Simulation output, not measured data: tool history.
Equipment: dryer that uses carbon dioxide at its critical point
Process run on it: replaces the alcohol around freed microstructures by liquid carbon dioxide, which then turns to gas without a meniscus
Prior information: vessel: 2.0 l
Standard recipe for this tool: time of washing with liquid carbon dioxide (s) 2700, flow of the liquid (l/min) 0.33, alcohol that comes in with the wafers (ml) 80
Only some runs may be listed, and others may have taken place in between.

run   hour  time of washing with liquid carbon dioxide (s)  flow of the liquid (l/min)  alcohol that comes in with the wafers (ml)  alcohol left in the vessel before it's heated (ppm by volume)
  1      0                                            2700                        0.33                                          80                                                            220
  2   28.6                                            2700                        0.33                                          80                                                            231
  3   86.4                                            2700                        0.33                                          23                                                            121
     143.5  -- inlet filter changed
  4  143.5                                            2340                        0.33                                          23                                                            140
  5  195.4                                            2340                        0.33                                          23                                                            159
  6  227.4                                            3060                        0.33                                          80                                                            150
  7  260.9                                            3060                        0.33                                          80                                                            149
  8  290.2                                            3060                        0.33                                          80                                                            173
  9  337.4                                            3060                        0.33                                          80                                                            183
 10  380.7                                            3060                        0.33                                          80                                                            201
 11  442.8                                            3060                        0.33                                          80                                                            215
 12  471.5                                            3720                        0.33                                          94                                                            165
 13  527.7                                            4080                       0.202                                         109                                                            648
     542.7  -- inlet filter changed
 14  591.6                                            4080                       0.202                                         109                                                            431
 15  633.1                                            4080                       0.202                                         109                                                            463
 16  690.4                                            4080                       0.205                                         109                                                            469
     723.5  -- purifier's bed changed
 17  750.9                                            2040                       0.381                                          50                                                            186
 18  809.5                                            2700                       0.322                                          76                                                            207
 19  838.7                                            2700                       0.322                                          76                                                            211
 20  901.2                                            2700                       0.322                                          76                                                            250
 21  931.6                                            2700                       0.322                                          76                                                            269

Predict each of these 3 candidate next runs independently; none follows another, all start after run 21:
     946.7  -- inlet filter changed
  A  975.2                                            3300                       0.357                                          98                                                              ?
     946.7  -- inlet filter changed
  B  975.2                                            4260                        0.33                                          36                                                              ?
     946.7  -- inlet filter changed
  C  975.2                                            2700                       0.328                                          25                                                              ?

run  alcohol left in the vessel before it's heated (ppm by volume)
  A                                                             76
  B                                                             67
  C                                                            109
Had the tool no hidden state, the same runs would have come out as:
run  alcohol left in the vessel before it's heated (ppm by volume)
  A                                                             20
  B                                                             12
  C                                                             52
